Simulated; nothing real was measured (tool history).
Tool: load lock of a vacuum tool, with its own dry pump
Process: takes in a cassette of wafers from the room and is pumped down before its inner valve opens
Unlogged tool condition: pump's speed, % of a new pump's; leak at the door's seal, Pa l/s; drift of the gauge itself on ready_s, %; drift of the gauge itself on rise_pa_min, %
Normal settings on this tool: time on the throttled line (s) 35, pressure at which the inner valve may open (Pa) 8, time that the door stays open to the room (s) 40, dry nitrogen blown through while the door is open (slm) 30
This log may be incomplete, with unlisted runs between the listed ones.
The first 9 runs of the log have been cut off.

run,hour,time on the throttled line (s),pressure at which the inner valve may open (Pa),time that the door stays open to the room (s),dry nitrogen blown through while the door is open (slm),hours that the pump has run since its overhaul,times that the door has closed on its seal,"incoming humidity of the room's air, %",time from the closed door until the inner valve may open (s),rise of the pressure with all valves shut (Pa/min)
10,1465.7,68,8,44,30,8608,28577,45.1,78.8,0.207
11,1597.2,68,8,44,30,8740,28889,45.4,78.9,0.218
12,1689,35,8,40,30,8832,29106,48.3,51.2,0.224
13,1843.5,35,8,40,30,8986,29472,47.8,51.6,0.212
14,2016.8,35,8,40,30,9160,29883,40.9,51.1,0.211
15,2192.7,35,14,40,30,9335,30299,46.1,50,0.222
16,2348.4,35,14,40,30,9491,30668,45.3,49.9,0.224
17,2445.7,35,8,40,30,9588,30899,46.5,51.5,0.233
18,2618.1,35,13,115,5,9761,31307,44.1,50.2,0.297
19,2732.2,35,13,115,5,9875,31577,43.1,50.1,0.292
20,2906.5,35,8,192,10,10049,31990,47.6,51.4,0.333
21,3061.3,35,8,192,10,10204,32357,44.4,51.7,0.339
22,3211.3,35,11,27,30,10354,32712,44,50.7,0.246
23,3385.3,35,8,40,9,10528,33125,48,51.5,0.272
24,3591.5,35,12,40,9,10734,33613,44.7,50.4,0.278
25,3698.8,33,7,211,30,10842,33867,49.4,50,0.315
26,3906.5,33,7,211,30,11049,34359,46.3,50.4,0.318
27,4018,33,7,211,30,11161,34623,41.8,50.1,0.31
28,4111.4,67,8,63,28,11254,34844,48.8,78.1,0.282
29,4323.8,35,14,78,4,11467,35348,43.6,50.3,0.329
30,4419.3,35,15,40,23,11562,35574,41.2,50.2,0.289
31,4585.4,35,15,40,23,11728,35967,45.8,49.8,0.288
32,4710,37,14,193,12,11853,36262,42.9,51.7,0.362
33,4899.2,37,14,31,14,12042,36711,44.3,52,0.298
34,4986.3,32,14,55,5,12129,36917,47.4,47.9,0.33

Forecast each of these 4 alternatives for the next run:
A,5139.9,35,13,122,30,12283,37281,45.2,?,?
B,5139.9,32,14,55,11,12283,37281,48.6,?,?
C,5139.9,35,8,205,30,12283,37281,44.5,?,?
D,5139.9,63,16,55,23,12283,37281,45.1,?,?

run,time from the closed door until the inner valve may open (s),rise of the pressure with all valves shut (Pa/min)
A,50.6,0.323
B,47.8,0.327
C,51.7,0.34
D,73.1,0.306
Without the tool's hidden state the same runs would have given:
run,time from the closed door until the inner valve may open (s),rise of the pressure with all valves shut (Pa/min)
A,49.3,0.062
B,46.5,0.067
C,50.3,0.081
D,72.2,0.045
